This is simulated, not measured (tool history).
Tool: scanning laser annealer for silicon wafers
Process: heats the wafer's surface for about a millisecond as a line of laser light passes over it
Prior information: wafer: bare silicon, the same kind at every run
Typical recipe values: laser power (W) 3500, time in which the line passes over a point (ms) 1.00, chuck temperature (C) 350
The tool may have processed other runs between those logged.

run,hour,laser power (W),time in which the line passes over a point (ms),chuck temperature (C),highest temperature of the surface (C)
1,0.0,3500,1.00,350,1031
2,16.8,3500,1.00,350,1032
3,35.4,3500,1.00,333,1012
4,50.4,3500,1.00,350,1029
5,69.3,3500,1.00,350,1029
6,83.8,3500,1.00,350,1029
7,98.7,3500,1.00,350,1030
8,118.0,3563,1.00,350,1039
9,139.3,3563,1.00,350,1035
10,156.9,3563,1.00,350,1041
11,171.4,3563,1.00,350,1040
12,192.6,3563,1.00,350,1039
13,204.3,3563,1.00,350,1039
14,215.6,3563,1.00,350,1036
15,231.7,3563,1.00,350,1039
16,240.7,3563,1.00,350,1035
17,252.3,3500,0.82,350,955
# hour 265.0: window over the wafer cleaned
18,272.5,3500,1.00,350,1001
19,292.5,3500,0.74,350,902
# hour 306.7: optics aligned, line set to its width
20,308.6,3500,0.74,350,915
21,323.3,3017,0.74,350,830
22,339.3,3017,0.74,350,833
23,351.9,3017,0.74,350,827

Run 24 has not been measured yet. What should we expect?
# hour 368.2: window over the wafer cleaned, once more
24,374.9,3279,0.78,380,?

Run 24 produced highest temperature of the surface (C) 970.
Had the tool carried no hidden state, the very same run would have given highest temperature of the surface (C) 971.
